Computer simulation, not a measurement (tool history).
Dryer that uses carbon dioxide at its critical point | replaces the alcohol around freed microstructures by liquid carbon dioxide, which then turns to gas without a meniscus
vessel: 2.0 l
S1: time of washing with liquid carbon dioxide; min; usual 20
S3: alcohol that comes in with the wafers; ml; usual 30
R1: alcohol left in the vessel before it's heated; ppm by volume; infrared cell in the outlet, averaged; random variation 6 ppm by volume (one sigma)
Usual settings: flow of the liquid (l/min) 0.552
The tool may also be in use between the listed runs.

run 1 hour=0.0 | S1=20 flow_of_the_liquid_(l/min)=0.552 S3=30 | R1=387
run 2 hour=23.7 | S1=14 flow_of_the_liquid_(l/min)=0.552 S3=30 | R1=1127
run 3 hour=55.3 | S1=14 flow_of_the_liquid_(l/min)=0.552 S3=30 | R1=1122
run 4 hour=73.4 | S1=14 flow_of_the_liquid_(l/min)=0.552 S3=30 | R1=1108
run 5 hour=100.4 | S1=20 flow_of_the_liquid_(l/min)=0.552 S3=30 | R1=394
run 6 hour=120.1 | S1=32 flow_of_the_liquid_(l/min)=0.552 S3=30 | R1=93
-- hour=134.4 inlet filter changed
run 7 hour=137.2 | S1=32 flow_of_the_liquid_(l/min)=0.552 S3=30 | R1=72
run 8 hour=155.4 | S1=32 flow_of_the_liquid_(l/min)=0.552 S3=30 | R1=79
run 9 hour=178.4 | S1=32 flow_of_the_liquid_(l/min)=0.552 S3=30 | R1=80
run 10 hour=201.9 | S1=20 flow_of_the_liquid_(l/min)=0.552 S3=30 | R1=271
run 11 hour=220.0 | S1=20 flow_of_the_liquid_(l/min)=0.552 S3=30 | R1=278
run 12 hour=243.0 | S1=20 flow_of_the_liquid_(l/min)=0.552 S3=30 | R1=293
run 13 hour=262.6 | S1=20 flow_of_the_liquid_(l/min)=0.552 S3=30 | R1=291
run 14 hour=277.8 | S1=20 flow_of_the_liquid_(l/min)=0.528 S3=50 | R1=520
run 15 hour=306.4 | S1=20 flow_of_the_liquid_(l/min)=0.552 S3=40 | R1=369
run 16 hour=332.5 | S1=13 flow_of_the_liquid_(l/min)=0.552 S3=67 | R1=2315
run 17 hour=350.4 | S1=20 flow_of_the_liquid_(l/min)=0.552 S3=61 | R1=553
run 18 hour=372.9 | S1=20 flow_of_the_liquid_(l/min)=0.552 S3=61 | R1=571
run 19 hour=402.6 | S1=16 flow_of_the_liquid_(l/min)=0.552 S3=52 | R1=1053
run 20 hour=419.5 | S1=20 flow_of_the_liquid_(l/min)=0.552 S3=23 | R1=272
run 21 hour=445.9 | S1=24 flow_of_the_liquid_(l/min)=0.685 S3=74 | R1=158
run 22 hour=463.1 | S1=29 flow_of_the_liquid_(l/min)=0.647 S3=80 | R1=123
run 23 hour=495.2 | S1=29 flow_of_the_liquid_(l/min)=0.647 S3=80 | R1=115
run 24 hour=521.9 | S1=29 flow_of_the_liquid_(l/min)=0.647 S3=80 | R1=126
run 25 hour=549.8 | S1=29 flow_of_the_liquid_(l/min)=0.647 S3=80 | R1=120
run 26 hour=582.7 | S1=29 flow_of_the_liquid_(l/min)=0.458 S3=28 | R1=199

Forecast each of these 4 alternatives for the next run:
run A hour=605.9 | S1=29 flow_of_the_liquid_(l/min)=0.771 S3=28 | R1=?
run B hour=605.9 | S1=12 flow_of_the_liquid_(l/min)=0.763 S3=30 | R1=?
run C hour=605.9 | S1=19 flow_of_the_liquid_(l/min)=0.458 S3=28 | R1=?
run D hour=605.9 | S1=17 flow_of_the_liquid_(l/min)=0.458 S3=61 | R1=?

run=A R1=78
run=B R1=567
run=C R1=720
run=D R1=1953
Without the tool's hidden state the same runs would have given:
run=A R1=0
run=B R1=394
run=C R1=526
run=D R1=1580
